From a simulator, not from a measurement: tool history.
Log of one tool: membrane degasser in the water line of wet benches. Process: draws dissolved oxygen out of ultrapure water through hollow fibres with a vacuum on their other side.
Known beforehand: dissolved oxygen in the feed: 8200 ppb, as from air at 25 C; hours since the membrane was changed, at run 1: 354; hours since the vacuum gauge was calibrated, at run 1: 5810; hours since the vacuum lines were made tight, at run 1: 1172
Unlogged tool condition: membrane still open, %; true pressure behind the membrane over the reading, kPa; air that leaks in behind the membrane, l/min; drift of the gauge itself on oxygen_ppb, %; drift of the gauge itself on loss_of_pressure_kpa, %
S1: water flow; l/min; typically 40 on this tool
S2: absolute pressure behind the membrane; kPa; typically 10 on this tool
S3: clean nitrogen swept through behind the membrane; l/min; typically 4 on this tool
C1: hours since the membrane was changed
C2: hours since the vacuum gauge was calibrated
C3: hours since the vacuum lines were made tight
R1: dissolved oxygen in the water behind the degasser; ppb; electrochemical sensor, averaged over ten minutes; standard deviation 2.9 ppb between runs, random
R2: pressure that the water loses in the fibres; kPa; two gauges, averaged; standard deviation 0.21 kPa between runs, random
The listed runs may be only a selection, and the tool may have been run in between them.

run,hour,S1,S2,S3,C1,C2,C3,R1,R2
1,0,40,10,4,354,5810,1172,286.8,48.01
2,158.6,40,10,4,512,5968,1331,290.4,48.31
3,265.6,40,10.6,4,619,6075,1438,298.5,48.23
4,417,40,10,4,771,6227,1589,287.4,48.37
5,537.7,40,10,4,891,6348,1710,287.8,48.42
6,728.5,40,10,4,1082,6538,1901,283.4,48.9
7,860.9,40,10,4,1215,6671,2033,285.3,48.26
# hour 1063.9: vacuum gauge calibrated
8,1065.4,40,10,4,1419,1,2237,285.5,48.54
9,1194.3,40,10,4,1548,130,2366,283.2,48.32
10,1392.7,40,10,4,1746,329,2564,292.7,48.75
11,1526.6,40,10,4,1880,463,2698,287.7,49.2
12,1614.4,40,10,2.19,1968,550,2786,389.9,48.87
13,1780.2,40,10,2.19,2133,716,2952,407.1,48.87
14,1907.2,51,10.7,2.19,2261,843,3079,567.8,62.61
15,2065.2,40,10,5.88,2418,1001,3237,239.3,49.69
16,2165.3,47,22.7,4.09,2519,1101,3337,658.4,57.58
17,2344.4,47,22.7,4.09,2698,1280,3516,653,58.11
18,2497.2,47,22.7,4.09,2851,1433,3669,656,57.79
19,2657.7,42,9.5,4,3011,1594,3829,293.8,51.26
# hour 2745.5: gauge calibrated
20,2855.6,31,10.4,4,3209,1792,4027,211.2,37.55
21,2971.3,31,10.4,4,3325,1907,4143,207.2,37.24
22,3114.4,40,6.5,7.92,3468,2050,4286,171,48.04
23,3280.9,30,7.6,5.09,3634,2217,4453,137.6,36.41
24,3375.7,30,16.6,5.09,3729,2312,4547,256,36.58
25,3523.8,60,6.2,4.02,3877,2460,4696,366.5,72.76

Each row is a separate what-if for the run after 25, all from the same tool condition, not one after another. Results?
A,3698.3,37,8.1,2.03,4052,2634,4870,?,?
B,3698.3,40,9.4,4,4052,2634,4870,?,?
C,3698.3,40,10,9.99,4052,2634,4870,?,?
D,3698.3,24,6.2,4.02,4052,2634,4870,?,?
E,3698.3,52,19.4,4.02,4052,2634,4870,?,?

run,R1,R2
A,304.2,45
B,272.3,48.5
C,198,49.13
D,87.9,29.05
E,661.9,63.31
With the hidden condition removed and each run's random variation left untouched, the same runs would have given:
run,R1,R2
A,304,44.52
B,272,47.98
C,197.7,48.61
D,87.7,28.74
E,661.6,62.63
